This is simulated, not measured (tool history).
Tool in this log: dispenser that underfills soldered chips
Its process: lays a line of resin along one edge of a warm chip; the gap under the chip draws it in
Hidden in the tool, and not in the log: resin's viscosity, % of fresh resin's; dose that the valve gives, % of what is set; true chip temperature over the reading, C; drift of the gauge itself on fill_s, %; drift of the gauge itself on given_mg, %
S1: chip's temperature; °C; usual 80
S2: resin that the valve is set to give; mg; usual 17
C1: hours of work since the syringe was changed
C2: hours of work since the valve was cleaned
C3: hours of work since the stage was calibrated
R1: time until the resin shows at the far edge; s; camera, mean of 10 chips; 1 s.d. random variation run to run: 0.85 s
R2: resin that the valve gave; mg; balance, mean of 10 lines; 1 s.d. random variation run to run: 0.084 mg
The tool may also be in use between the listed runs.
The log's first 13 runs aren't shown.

run 14 hour=59.9 | S1=80 S2=17 | C1=4 C2=31 C3=96 | R1=105.9 R2=16.92
-- hour=61.6 new syringe of resin
run 15 hour=63.9 | S1=80 S2=17 | C1=2 C2=34 C3=98 | R1=90.2 R2=16.77
run 16 hour=67.3 | S1=80 S2=17 | C1=4 C2=36 C3=101 | R1=103.6 R2=16.71
-- hour=69.5 new syringe of resin
run 17 hour=70.6 | S1=80 S2=17 | C1=1 C2=38 C3=103 | R1=85.5 R2=16.74
run 18 hour=74.1 | S1=80 S2=17 | C1=3 C2=41 C3=105 | R1=99.6 R2=16.55
-- hour=77.3 new syringe of resin
run 19 hour=79.6 | S1=85 S2=19.8 | C1=2 C2=45 C3=109 | R1=72.6 R2=19.43
run 20 hour=83.6 | S1=85 S2=19.8 | C1=4 C2=47 C3=112 | R1=84.4 R2=19.16
-- hour=85 new syringe of resin
run 21 hour=87.4 | S1=70 S2=15.8 | C1=2 C2=50 C3=114 | R1=131.3 R2=15.4
run 22 hour=91.6 | S1=91 S2=21.7 | C1=5 C2=53 C3=117 | R1=72.8 R2=21.29
-- hour=92.8 new syringe of resin
run 23 hour=96.6 | S1=71 S2=15.3 | C1=3 C2=56 C3=121 | R1=134.2 R2=14.88
-- hour=100.6 new syringe of resin
run 24 hour=101 | S1=71 S2=15.3 | C1=0 C2=59 C3=123 | R1=116.5 R2=14.86
run 25 hour=106.8 | S1=71 S2=15.3 | C1=4 C2=63 C3=128 | R1=152.6 R2=15
-- hour=108.6 new syringe of resin
run 26 hour=112.6 | S1=71 S2=15.3 | C1=3 C2=67 C3=131 | R1=137.3 R2=14.85
-- hour=116.7 new syringe of resin
run 27 hour=118.5 | S1=65 S2=18.1 | C1=1 C2=71 C3=135 | R1=147 R2=17.53
run 28 hour=122 | S1=87 S2=20.2 | C1=4 C2=73 C3=138 | R1=80 R2=19.77
-- hour=124.7 new syringe of resin
run 29 hour=127.6 | S1=75 S2=17.7 | C1=2 C2=77 C3=142 | R1=110.9 R2=17.05
run 30 hour=131 | S1=75 S2=17.7 | C1=5 C2=80 C3=144 | R1=128.4 R2=17.17
-- hour=132.8 new syringe of resin
run 31 hour=135 | S1=75 S2=17.7 | C1=2 C2=82 C3=147 | R1=106.6 R2=16.94
-- hour=140.5 new syringe of resin
run 32 hour=140.6 | S1=87 S2=19.2 | C1=0 C2=86 C3=150 | R1=63.4 R2=18.35
-- hour=144 dispensing valve cleaned and set on the balance
run 33 hour=144.7 | S1=75 S2=14.9 | C1=2 C2=0 C3=153 | R1=114.7 R2=14.84
run 34 hour=148.4 | S1=76 S2=15.9 | C1=5 C2=3 C3=155 | R1=125.9 R2=16.07
-- hour=149.5 new syringe of resin
run 35 hour=154.5 | S1=76 S2=15.9 | C1=3 C2=7 C3=159 | R1=118.6 R2=16.08

Forecast each of these 4 alternatives for the next run:
-- hour=157.4 new syringe of resin
run A hour=160.1 | S1=70 S2=15.5 | C1=2 C2=11 C3=163 | R1=? R2=?
-- hour=157.4 new syringe of resin
run B hour=160.1 | S1=66 S2=19.4 | C1=2 C2=11 C3=163 | R1=? R2=?
-- hour=157.4 new syringe of resin
run C hour=160.1 | S1=73 S2=20.1 | C1=2 C2=11 C3=163 | R1=? R2=?
-- hour=157.4 new syringe of resin
run D hour=160.1 | S1=86 S2=17.4 | C1=2 C2=11 C3=163 | R1=? R2=?

run=A R1=132.7 R2=15.42
run=B R1=145.1 R2=19.21
run=C R1=112.2 R2=20.11
run=D R1=74.2 R2=17.35
Without the tool's hidden state the same runs would have given:
run=A R1=114.4 R2=15.42
run=B R1=124.9 R2=19.21
run=C R1=96.6 R2=20.11
run=D R1=64.2 R2=17.36
